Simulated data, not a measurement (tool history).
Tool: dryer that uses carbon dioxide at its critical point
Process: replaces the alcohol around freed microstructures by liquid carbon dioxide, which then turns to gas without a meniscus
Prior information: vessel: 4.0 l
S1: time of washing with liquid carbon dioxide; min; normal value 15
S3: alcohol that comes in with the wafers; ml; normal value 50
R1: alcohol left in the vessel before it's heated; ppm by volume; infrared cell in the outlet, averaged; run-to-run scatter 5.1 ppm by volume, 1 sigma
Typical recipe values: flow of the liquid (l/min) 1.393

Run 1, hour 0.0: usual settings. Result: R1 125 ppm by volume.
Run 2, hour 12.0: usual settings. Result: R1 124 ppm by volume.
Run 3, hour 25.8: usual settings. Result: R1 135 ppm by volume.
Run 4, hour 37.5: usual settings but S3 24 ml. Result: R1 82 ppm by volume.
Run 5, hour 51.0: usual settings. Result: R1 137 ppm by volume.
Run 6, hour 63.9: usual settings. Result: R1 141 ppm by volume.
Run 7, hour 76.8: usual settings but S1 12 min. Result: R1 304 ppm by volume.
Run 8, hour 84.0: usual settings. Result: R1 138 ppm by volume.
Run 9, hour 95.9: usual settings. Result: R1 144 ppm by volume.
Run 10, hour 105.7: usual settings. Result: R1 155 ppm by volume.
Run 11, hour 119.0: usual settings but S3 75 ml. Result: R1 207 ppm by volume.
Run 12, hour 131.9: usual settings. Result: R1 151 ppm by volume.
Run 13, hour 143.8: usual settings. Result: R1 153 ppm by volume.
Run 14, hour 154.0: usual settings but flow of the liquid (l/min) 0.970. Result: R1 550 ppm by volume.
Run 15, hour 167.8: usual settings. Result: R1 156 ppm by volume.
Run 16, hour 178.7: usual settings. Result: R1 157 ppm by volume.
Run 17, hour 189.1: usual settings. Result: R1 169 ppm by volume.
Run 18, hour 195.6: usual settings. Result: R1 162 ppm by volume.
Run 19, hour 201.6: usual settings but S1 12 min, flow of the liquid (l/min) 1.170. Result: R1 613 ppm by volume.
Run 20, hour 211.6: usual settings but S1 11 min, flow of the liquid (l/min) 0.950, S3 73 ml. Result: R1 1933 ppm by volume.
Run 21, hour 219.7: usual settings but S1 10 min, S3 107 ml. Result: R1 1299 ppm by volume.
Run 22, hour 232.3: usual settings but flow of the liquid (l/min) 1.040, S3 22 ml. Result: R1 231 ppm by volume.
Run 23, hour 244.8: usual settings but flow of the liquid (l/min) 1.040, S3 22 ml. Result: R1 215 ppm by volume.
Run 24, hour 254.2: usual settings but S1 10 min. Result: R1 634 ppm by volume.
Run 25, hour 265.9: usual settings but S3 73 ml. Result: R1 230 ppm by volume.
Run 26, hour 275.6: usual settings but S1 11 min, flow of the liquid (l/min) 1.130, S3 73 ml. Result: R1 1277 ppm by volume.
Run 27, hour 286.9: usual settings but S1 11 min, flow of the liquid (l/min) 1.840, S3 73 ml. Result: R1 160 ppm by volume.
Run 28, hour 294.8: usual settings but S1 11 min, flow of the liquid (l/min) 1.840, S3 73 ml. Result: R1 156 ppm by volume.
Run 29, hour 305.2: usual settings but S1 24 min, flow of the liquid (l/min) 1.840, S3 115 ml. Result: R1 44 ppm by volume.
Run 30, hour 316.3: usual settings but S1 24 min, flow of the liquid (l/min) 1.840, S3 115 ml. Result: R1 36 ppm by volume.
Run 31, hour 322.7: usual settings but S1 24 min, flow of the liquid (l/min) 1.840, S3 115 ml. Result: R1 47 ppm by volume.
Run 32, hour 332.4: usual settings but S1 10 min, flow of the liquid (l/min) 0.900, S3 23 ml. Result: R1 719 ppm by volume.
Run 33, hour 342.2: usual settings but S1 13 min, flow of the liquid (l/min) 2.270, S3 107 ml. Result: R1 58 ppm by volume.

Taken out of this log: 1 entry between the listed runs. Where each belongs, and how the hidden state differs across it:
Run 26 -> run 27: inlet filter changed (hour 277.8)
  flow that reaches the vessel past the clogged filter, %: 88.6 -> 99.6; alcohol in the recycled carbon dioxide, ppm: 36.8 -> 37.2
  measured less the result without the state, R1: +391 -> +34 ppm by volume

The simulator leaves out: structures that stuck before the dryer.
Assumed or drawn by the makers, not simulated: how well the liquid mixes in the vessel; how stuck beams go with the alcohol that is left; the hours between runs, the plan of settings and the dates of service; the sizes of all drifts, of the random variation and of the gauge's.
